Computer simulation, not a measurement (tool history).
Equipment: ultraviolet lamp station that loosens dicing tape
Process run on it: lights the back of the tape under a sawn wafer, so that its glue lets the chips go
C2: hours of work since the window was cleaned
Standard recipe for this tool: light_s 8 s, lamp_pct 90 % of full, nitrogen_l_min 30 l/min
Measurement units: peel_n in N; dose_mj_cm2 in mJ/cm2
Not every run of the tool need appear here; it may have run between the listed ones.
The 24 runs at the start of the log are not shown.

run 25 day=32.458 | light_s=7 lamp_pct=71 nitrogen_l_min=11 | hours_of_work_of_the_lamp=962 C2=214 | peel_n=1.597 dose_mj_cm2=126
run 26 day=33.65 | light_s=7 lamp_pct=71 nitrogen_l_min=11 | hours_of_work_of_the_lamp=974 C2=226 | peel_n=1.596 dose_mj_cm2=127
run 27 day=35.221 | light_s=9 lamp_pct=89 nitrogen_l_min=46 | hours_of_work_of_the_lamp=990 C2=242 | peel_n=0.38 dose_mj_cm2=201
run 28 day=36.467 | light_s=12 lamp_pct=62 nitrogen_l_min=25 | hours_of_work_of_the_lamp=1003 C2=255 | peel_n=0.623 dose_mj_cm2=189
run 29 day=38.408 | light_s=12 lamp_pct=62 nitrogen_l_min=25 | hours_of_work_of_the_lamp=1022 C2=274 | peel_n=0.599 dose_mj_cm2=188
run 30 day=40.079 | light_s=8 lamp_pct=97 nitrogen_l_min=9 | hours_of_work_of_the_lamp=1039 C2=291 | peel_n=1.131 dose_mj_cm2=190
run 31 day=41.946 | light_s=8 lamp_pct=69 nitrogen_l_min=17 | hours_of_work_of_the_lamp=1058 C2=310 | peel_n=1.173 dose_mj_cm2=136
run 32 day=43.625 | light_s=4 lamp_pct=76 nitrogen_l_min=11 | hours_of_work_of_the_lamp=1075 C2=327 | peel_n=2.441 dose_mj_cm2=74
run 33 day=45.496 | light_s=4 lamp_pct=70 nitrogen_l_min=11 | hours_of_work_of_the_lamp=1094 C2=346 | peel_n=2.608 dose_mj_cm2=68
run 34 day=47.125 | light_s=6 lamp_pct=70 nitrogen_l_min=16 | hours_of_work_of_the_lamp=1111 C2=363 | peel_n=1.757 dose_mj_cm2=99

What if the next run were any one of these 3? Each begins from the tool's condition after run 34:
-- day=48.046 window cleaned of glue's vapour
run A day=48.088 | light_s=4 lamp_pct=84 nitrogen_l_min=30 | hours_of_work_of_the_lamp=1120 C2=0 | peel_n=? dose_mj_cm2=?
-- day=48.046 window cleaned of glue's vapour
run B day=48.088 | light_s=8 lamp_pct=78 nitrogen_l_min=30 | hours_of_work_of_the_lamp=1120 C2=0 | peel_n=? dose_mj_cm2=?
-- day=48.046 window cleaned of glue's vapour
run C day=48.088 | light_s=7 lamp_pct=83 nitrogen_l_min=36 | hours_of_work_of_the_lamp=1120 C2=0 | peel_n=? dose_mj_cm2=?

run=A peel_n=1.505 dose_mj_cm2=85
run=B peel_n=0.664 dose_mj_cm2=161
run=C peel_n=0.679 dose_mj_cm2=153
Had the tool no hidden state, the same runs would have come out as:
run=A peel_n=1.083 dose_mj_cm2=113
run=B peel_n=0.432 dose_mj_cm2=213
run=C peel_n=0.442 dose_mj_cm2=202
